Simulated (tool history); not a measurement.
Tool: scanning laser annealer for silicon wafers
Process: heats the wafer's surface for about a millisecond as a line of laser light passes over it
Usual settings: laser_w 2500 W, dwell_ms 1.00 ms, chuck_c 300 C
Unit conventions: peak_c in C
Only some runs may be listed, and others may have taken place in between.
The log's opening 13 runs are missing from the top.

run   hour  laser_w  dwell_ms  chuck_c  peak_c
 14  105.3     2500      1.00      304    1015
 15  114.8     2500      1.00      300    1011
 16  121.4     2500      1.00      300    1010
 17  130.8     2500      1.00      300    1012
 18  140.9     2129      1.00      300     900
 19  151.8     2502      1.00      300    1013
 20  161.2     2502      1.00      300    1013
 21  169.6     2502      1.00      300    1012
 22  177.6     2275      1.16      283     979
 23  189.8     2500      1.00      316    1028
 24  200.9     2340      1.24      300    1045
 25  213.9     2391      0.88      336     969
 26  222.5     2355      0.88      336     956

Forecast run 27:
 27  230.6     2355      0.88      336       ?

Run 27 measured peak_c 959 C.
Minus the tool's unlogged condition, the same run would have read peak_c 968 C.

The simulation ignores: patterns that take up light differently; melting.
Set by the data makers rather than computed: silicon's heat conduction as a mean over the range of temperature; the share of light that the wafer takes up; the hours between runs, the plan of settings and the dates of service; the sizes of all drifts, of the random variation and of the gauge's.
